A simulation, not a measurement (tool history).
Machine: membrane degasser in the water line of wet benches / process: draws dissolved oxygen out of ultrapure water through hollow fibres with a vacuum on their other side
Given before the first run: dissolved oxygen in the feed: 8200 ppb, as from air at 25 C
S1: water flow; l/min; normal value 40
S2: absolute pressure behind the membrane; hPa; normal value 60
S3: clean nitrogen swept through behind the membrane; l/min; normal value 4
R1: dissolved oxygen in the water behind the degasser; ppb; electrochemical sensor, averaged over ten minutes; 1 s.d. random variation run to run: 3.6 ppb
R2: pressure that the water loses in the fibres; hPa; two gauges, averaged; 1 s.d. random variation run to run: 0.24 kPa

run 1 hour=0 | S1=40 S2=60 S3=4 | R1=389 R2=647.2
run 2 hour=88.2 | S1=40 S2=60 S3=4 | R1=393.3 R2=653.1
run 3 hour=201.4 | S1=40 S2=61.3 S3=4 | R1=391.5 R2=650.4
run 4 hour=281 | S1=40 S2=43.2 S3=4 | R1=355.7 R2=650.4
run 5 hour=344.9 | S1=40 S2=43.2 S3=4 | R1=350 R2=653.6
run 6 hour=436.8 | S1=40 S2=60 S3=4 | R1=382.9 R2=648.2
run 7 hour=491.6 | S1=40 S2=60 S3=4 | R1=394.6 R2=648
run 8 hour=592.5 | S1=57 S2=60 S3=4 | R1=756.2 R2=929.9
run 9 hour=686.9 | S1=40 S2=60 S3=4 | R1=392.7 R2=647.1
run 10 hour=743.4 | S1=40 S2=60 S3=4 | R1=392.9 R2=654.1
run 11 hour=796.1 | S1=40 S2=60 S3=4 | R1=393.8 R2=652.5
run 12 hour=905.2 | S1=40 S2=60 S3=4 | R1=397.4 R2=649.2
run 13 hour=999 | S1=40 S2=60 S3=4 | R1=396.2 R2=649.8
run 14 hour=1050.2 | S1=40 S2=60 S3=4 | R1=391.7 R2=651.4
run 15 hour=1128.3 | S1=40 S2=60 S3=4 | R1=397 R2=655.6
run 16 hour=1180.2 | S1=40 S2=60 S3=4 | R1=395 R2=656.1
run 17 hour=1270.2 | S1=43 S2=52.2 S3=4.4 | R1=441.7 R2=702.4
run 18 hour=1376 | S1=41 S2=36.4 S3=8.1 | R1=362.8 R2=666.9
run 19 hour=1460.8 | S1=41 S2=36.4 S3=8.1 | R1=355.8 R2=665.6
run 20 hour=1563.4 | S1=54 S2=36.4 S3=8.1 | R1=627.2 R2=888.6
run 21 hour=1619.2 | S1=28 S2=53.9 S3=2.54 | R1=193.4 R2=455.4
run 22 hour=1691 | S1=32 S2=60 S3=4 | R1=246.8 R2=525.8
run 23 hour=1787.9 | S1=57 S2=104.9 S3=10.04 | R1=785 R2=935
run 24 hour=1874.3 | S1=40 S2=38.6 S3=5.95 | R1=347.9 R2=657.9
run 25 hour=1978.3 | S1=29 S2=38.6 S3=4.85 | R1=161.8 R2=478.4
run 26 hour=2040.4 | S1=29 S2=38.6 S3=4.85 | R1=161.9 R2=478.6
run 27 hour=2117.1 | S1=29 S2=46.2 S3=5.22 | R1=169.5 R2=477.6
run 28 hour=2206.3 | S1=43 S2=133 S3=10.19 | R1=498.2 R2=703.6
run 29 hour=2304.4 | S1=27 S2=60 S3=4 | R1=169.7 R2=444.3
run 30 hour=2392 | S1=27 S2=144.8 S3=4 | R1=298.8 R2=443.6
run 31 hour=2479.1 | S1=27 S2=144.8 S3=4 | R1=302.2 R2=442.5
run 32 hour=2560.9 | S1=27 S2=144.8 S3=4 | R1=298.4 R2=446

Each row is a separate what-if for the run after 32, all from the same tool condition, not one after another. Results?
run A hour=2634.6 | S1=42 S2=98.5 S3=3.79 | R1=? R2=?
run B hour=2634.6 | S1=34 S2=147.9 S3=3.94 | R1=? R2=?
run C hour=2634.6 | S1=60 S2=144.8 S3=5.66 | R1=? R2=?
run D hour=2634.6 | S1=27 S2=36.1 S3=2.68 | R1=? R2=?

run=A R1=550.6 R2=699
run=B R1=453.6 R2=563.7
run=C R1=988.1 R2=991.6
run=D R1=140.6 R2=452
Stripped of hidden state, with their random variation kept, the same runs would have yielded:
run=A R1=494.5 R2=669.3
run=B R1=414.3 R2=539.8
run=C R1=909.3 R2=949.3
run=D R1=111.2 R2=432.9

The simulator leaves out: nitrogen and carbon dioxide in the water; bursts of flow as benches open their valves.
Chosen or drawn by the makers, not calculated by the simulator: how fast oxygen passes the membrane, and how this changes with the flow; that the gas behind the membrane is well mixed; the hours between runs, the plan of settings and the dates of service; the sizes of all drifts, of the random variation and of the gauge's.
